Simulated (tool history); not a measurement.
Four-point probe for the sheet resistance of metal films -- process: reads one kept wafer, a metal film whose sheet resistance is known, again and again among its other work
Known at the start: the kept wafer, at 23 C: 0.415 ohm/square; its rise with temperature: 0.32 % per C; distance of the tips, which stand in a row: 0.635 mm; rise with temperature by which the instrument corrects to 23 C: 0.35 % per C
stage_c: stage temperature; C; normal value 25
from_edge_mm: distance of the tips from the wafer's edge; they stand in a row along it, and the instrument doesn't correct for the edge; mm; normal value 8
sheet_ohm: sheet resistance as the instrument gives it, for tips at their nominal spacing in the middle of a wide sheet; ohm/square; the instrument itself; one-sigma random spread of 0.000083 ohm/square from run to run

run	hour	stage_c	from_edge_mm	sheet_ohm
1	0	25	8	0.421105
2	48.2	25	8	0.421249
3	70.7	25	8	0.421227
4	95.5	25	8	0.421329
5	135.8	25	8	0.421607
6	171.3	25	8	0.421453
7	211.3	25	8	0.421675
8	256.9	25	8	0.421559
9	281.5	25	28	0.420411
10	325.6	25	28	0.420473
11	368.1	25	28	0.420556
12	414.4	25	8	0.421944
13	441.6	25	8	0.421935
14	472.3	23	41	0.420929
15	508.9	27	5	0.42418
16	542.5	27	5	0.424285
17	571.8	27	5	0.424302
18	606.7	28	54	0.420774
19	639.4	33	4	0.425712
# hour 648.2: new probe head fitted
20	668.6	26	6	0.416596
21	717.2	26	6	0.416463
22	749.5	23	31	0.41436
23	780.7	23	31	0.414613
24	819.9	21	3	0.424549
25	862.2	20	14	0.415553
26	898.7	20	14	0.415387

Branching from run 26: 3 alternative next runs. What would each branch give?
A	928.8	25	9	?
B	928.8	20	4	?
C	928.8	28	47	?

run	sheet_ohm
A	0.41556
B	0.42063
C	0.414311
Take away the tool's hidden state, keep each run's random variation, and the runs would have read:
run	sheet_ohm
A	0.415827
B	0.420903
C	0.414575

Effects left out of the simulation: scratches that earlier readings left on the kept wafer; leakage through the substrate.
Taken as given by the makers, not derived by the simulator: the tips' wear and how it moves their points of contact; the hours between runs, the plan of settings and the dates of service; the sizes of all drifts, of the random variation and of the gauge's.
